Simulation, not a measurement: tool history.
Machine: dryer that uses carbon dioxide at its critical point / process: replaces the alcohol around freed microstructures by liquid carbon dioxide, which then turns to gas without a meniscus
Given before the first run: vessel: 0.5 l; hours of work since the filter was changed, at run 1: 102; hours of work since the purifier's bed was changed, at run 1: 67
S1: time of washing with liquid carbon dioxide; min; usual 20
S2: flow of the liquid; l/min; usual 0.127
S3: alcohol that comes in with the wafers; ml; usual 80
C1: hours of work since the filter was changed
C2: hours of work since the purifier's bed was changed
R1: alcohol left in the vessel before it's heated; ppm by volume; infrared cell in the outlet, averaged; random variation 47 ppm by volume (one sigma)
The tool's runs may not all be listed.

Run 1, hour 0.0: usual settings; C1 102; C2 67. Result: R1 3374 ppm by volume.
Run 2, hour 9.1: usual settings; C1 105; C2 70. Result: R1 3425 ppm by volume.
Run 3, hour 20.5: usual settings; C1 109; C2 74. Result: R1 3420 ppm by volume.
Run 4, hour 31.4: usual settings but S3 39 ml; C1 113; C2 78. Result: R1 1703 ppm by volume.
Run 5, hour 41.3: usual settings but S3 39 ml; C1 116; C2 81. Result: R1 1693 ppm by volume.
Run 6, hour 50.1: usual settings but S3 39 ml; C1 119; C2 84. Result: R1 1693 ppm by volume.
Run 7, hour 56.1: usual settings but S3 39 ml; C1 121; C2 86. Result: R1 1707 ppm by volume.
Run 8, hour 66.1: usual settings; C1 125; C2 89. Result: R1 3400 ppm by volume.
Run 9, hour 73.8: usual settings; C1 127; C2 92. Result: R1 3499 ppm by volume.
Run 10, hour 79.0: usual settings; C1 129; C2 94. Result: R1 3547 ppm by volume.
Run 11, hour 87.3: usual settings but S3 99 ml; C1 132; C2 97. Result: R1 4325 ppm by volume.
Run 12, hour 95.5: usual settings but S3 99 ml; C1 135; C2 100. Result: R1 4277 ppm by volume.
Run 13, hour 101.2: usual settings; C1 137; C2 102. Result: R1 3482 ppm by volume.
Run 14, hour 109.0: usual settings but S1 13 min; C1 140; C2 104. Result: R1 13259 ppm by volume.
Run 15, hour 114.4: usual settings but S1 13 min; C1 141; C2 106. Result: R1 13294 ppm by volume.
Run 16, hour 124.9: usual settings but S1 13 min; C1 145; C2 110. Result: R1 13135 ppm by volume.
Run 17, hour 129.7: usual settings but S3 76 ml; C1 147; C2 111. Result: R1 3296 ppm by volume.
Run 18, hour 138.3: usual settings but S1 30 min; C1 150; C2 114. Result: R1 573 ppm by volume.
Run 19, hour 145.5: usual settings but S1 30 min; C1 152; C2 117. Result: R1 542 ppm by volume.
Run 20, hour 154.3: usual settings but S1 30 min; C1 155; C2 120. Result: R1 558 ppm by volume.
Run 21, hour 161.4: usual settings but S1 13 min, S2 0.143 l/min, S3 65 ml; C1 158; C2 122. Result: R1 8238 ppm by volume.
Run 22, hour 171.8: usual settings but S2 0.089 l/min, S3 33 ml; C1 161; C2 126. Result: R1 4306 ppm by volume.
Run 23, hour 177.7: usual settings but S2 0.089 l/min, S3 33 ml; C1 163; C2 128. Result: R1 4370 ppm by volume.
Run 24, hour 182.3: usual settings but S2 0.077 l/min, S3 63 ml; C1 165; C2 129. Result: R1 11796 ppm by volume.
Run 25, hour 193.0: usual settings but S2 0.077 l/min, S3 63 ml; C1 168; C2 133. Result: R1 11726 ppm by volume.
Run 26, hour 203.0: usual settings but S1 21 min, S2 0.084 l/min; C1 172; C2 137. Result: R1 10973 ppm by volume.
Run 27, hour 209.8: usual settings but S1 15 min, S2 0.110 l/min, S3 90 ml; C1 174; C2 139. Result: R1 15089 ppm by volume.

3 ways to go on from here, each from the tool as it stands after run 27. What would each give?
Run A, hour 217.4: usual settings but S1 15 min, S2 0.200 l/min, S3 21 ml; C1 177; C2 141. Result: R1 ?.
Run B, hour 217.4: usual settings but S1 31 min, S2 0.093 l/min, S3 38 ml; C1 177; C2 141. Result: R1 ?.
Run C, hour 217.4: usual settings but S1 24 min, S2 0.188 l/min, S3 20 ml; C1 177; C2 141. Result: R1 ?.

run   R1
  A  561
  B  953
  C   92
With no hidden state in the tool, these same runs would have given:
run   R1
  A  453
  B  791
  C   46
